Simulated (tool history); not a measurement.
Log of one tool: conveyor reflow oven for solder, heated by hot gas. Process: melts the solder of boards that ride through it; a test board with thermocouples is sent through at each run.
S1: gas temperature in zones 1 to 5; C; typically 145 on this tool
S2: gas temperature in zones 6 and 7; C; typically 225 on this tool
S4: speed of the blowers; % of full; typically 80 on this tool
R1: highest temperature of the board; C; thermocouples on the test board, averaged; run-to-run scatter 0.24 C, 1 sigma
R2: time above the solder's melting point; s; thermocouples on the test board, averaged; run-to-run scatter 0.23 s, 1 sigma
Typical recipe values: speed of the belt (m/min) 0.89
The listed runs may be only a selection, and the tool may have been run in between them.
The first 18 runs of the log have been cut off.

{"run": 19, "day": 9.267, "S1": 152, "S2": 228, "speed of the belt (m/min)": 0.855, "S4": 80, "R1": 212.8, "R2": 43.9}
{"run": 20, "day": 9.917, "S1": 139, "S2": 226, "speed of the belt (m/min)": 0.855, "S4": 80, "R1": 208.3, "R2": 36.9}
{"run": 21, "day": 10.358, "S1": 131, "S2": 229, "speed of the belt (m/min)": 0.89, "S4": 80, "R1": 208, "R2": 33}
{"run": 22, "day": 10.692, "S1": 147, "S2": 238, "speed of the belt (m/min)": 0.89, "S4": 80, "R1": 218.7, "R2": 44.2}
{"run": 23, "day": 11.096, "S1": 137, "S2": 217, "speed of the belt (m/min)": 0.907, "S4": 80, "R1": 199, "R2": 26.2}
{"run": 24, "day": 11.458, "S1": 134, "S2": 240, "speed of the belt (m/min)": 0.988, "S4": 60, "R1": 208.4, "R2": 29.3}
{"run": 25, "day": 11.917, "S1": 136, "S2": 240, "speed of the belt (m/min)": 0.988, "S4": 50, "R1": 205.6, "R2": 27.2}
{"run": 26, "day": 12.554, "S1": 136, "S2": 240, "speed of the belt (m/min)": 0.988, "S4": 54, "R1": 206.3, "R2": 28.3}
{"run": 27, "day": 13.183, "S1": 159, "S2": 225, "speed of the belt (m/min)": 0.907, "S4": 70, "R1": 208.6, "R2": 40.9}
{"run": 28, "day": 13.533, "S1": 145, "S2": 221, "speed of the belt (m/min)": 0.89, "S4": 80, "R1": 204.4, "R2": 33.4}
{"run": 29, "day": 13.975, "S1": 145, "S2": 218, "speed of the belt (m/min)": 0.89, "S4": 69, "R1": 200, "R2": 29.1}
{"run": 30, "day": 14.35, "S1": 145, "S2": 218, "speed of the belt (m/min)": 0.89, "S4": 69, "R1": 199.5, "R2": 29.6}
{"run": 31, "day": 14.8, "S1": 145, "S2": 218, "speed of the belt (m/min)": 0.89, "S4": 69, "R1": 200, "R2": 29.2}

What if the next run were any one of these 4? Each begins from the tool's condition after run 31:
{"run": "A", "day": 15.388, "S1": 145, "S2": 220, "speed of the belt (m/min)": 0.944, "S4": 82, "R1": "?", "R2": "?"}
{"run": "B", "day": 15.388, "S1": 150, "S2": 218, "speed of the belt (m/min)": 0.933, "S4": 64, "R1": "?", "R2": "?"}
{"run": "C", "day": 15.388, "S1": 145, "S2": 218, "speed of the belt (m/min)": 0.89, "S4": 58, "R1": "?", "R2": "?"}
{"run": "D", "day": 15.388, "S1": 144, "S2": 218, "speed of the belt (m/min)": 0.89, "S4": 69, "R1": "?", "R2": "?"}

run=A R1=201.8 R2=29.3
run=B R1=198.6 R2=26.9
run=C R1=197.7 R2=25.9
run=D R1=199.9 R2=28.7
Without the tool's unlogged condition, the same runs would have read:
run=A R1=203 R2=30.1
run=B R1=199.7 R2=27.6
run=C R1=198.7 R2=26.7
run=D R1=201 R2=29.5
